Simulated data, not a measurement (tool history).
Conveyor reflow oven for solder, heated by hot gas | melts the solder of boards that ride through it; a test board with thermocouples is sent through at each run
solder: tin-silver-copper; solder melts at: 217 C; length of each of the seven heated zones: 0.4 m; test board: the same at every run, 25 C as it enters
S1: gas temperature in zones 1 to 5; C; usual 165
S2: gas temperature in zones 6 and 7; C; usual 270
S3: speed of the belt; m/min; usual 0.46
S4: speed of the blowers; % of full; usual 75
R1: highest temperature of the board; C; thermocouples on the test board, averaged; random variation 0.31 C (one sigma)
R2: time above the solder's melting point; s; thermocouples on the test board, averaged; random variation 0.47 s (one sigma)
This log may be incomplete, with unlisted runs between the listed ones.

run,hour,S1,S2,S3,S4,R1,R2
1,0,165,270,0.46,75,252.2,71.8
2,14.6,165,270,0.46,75,252.5,72.6
3,33.9,165,270,0.46,75,252.4,73.5
4,68.7,165,270,0.46,75,252,72.7
5,100.1,165,270,0.474,75,250.8,69.7
6,131.8,165,270,0.474,80,251.4,71.7
7,163.3,165,270,0.474,80,251.8,70.5
8,187.3,165,270,0.46,75,252,73.7
9,213.9,165,270,0.46,75,251.8,72.5
10,245.9,165,270,0.46,75,252.1,72.9
11,270.9,165,270,0.46,75,252.1,73.6
12,302.6,165,270,0.46,75,252.4,73.8
13,338.2,165,270,0.46,75,251.7,73.1
14,361.3,165,270,0.46,75,251.8,72.4
15,401.6,165,270,0.46,75,252.1,73.3
16,430.8,177,270,0.442,80,255.8,87.3
17,457.4,177,270,0.442,80,256.1,86.7
18,477,165,270,0.458,78,252.9,74.6
19,501.3,173,273,0.378,78,261.8,107.2
20,529.1,180,273,0.512,78,254.3,74.2
21,549.8,155,262,0.46,75,242.8,59.2
22,570,173,276,0.521,85,256,70.1
23,604,173,276,0.521,85,256.2,71.4
24,637.2,165,270,0.485,75,250.5,67
25,658.8,165,281,0.441,75,263,86.9
26,683.4,159,284,0.402,82,269.5,98.8
27,708.2,155,270,0.46,75,249.6,67.3
28,744.1,178,270,0.459,54,248.7,75.2
29,771.7,165,270,0.46,65,249.2,69.7
30,809.6,165,270,0.46,65,249.1,69.5

The log once held 3 entries between its listed runs, left out of this copy. Where does each go, and what is different about the tool's unlogged condition between the listed run before it and the listed run after it?
Runs 14 to 15: flux residue cleaned out of gas plates and filters (hour 389.3)
  heat that the gas passes to the board, % of a clean oven's: 99.7 -> 100; belt's true speed, % of the reading: 99.93 -> 99.92; true gas temperature in zones 6 and 7 over the reading, C: 0.18 -> 0.19
Runs 26 to 27: thermocouples of zones 6 and 7 changed (hour 692.6)
  true gas temperature in zones 6 and 7 over the reading, C: 0.21 -> 0
Runs 29 to 30: flux residue cleaned out of gas plates and filters (hour 783.9)
  heat that the gas passes to the board, % of a clean oven's: 99.7 -> 100; belt's true speed, % of the reading: 99.91 -> 99.9; true gas temperature in zones 6 and 7 over the reading, C: 0 -> 0.01
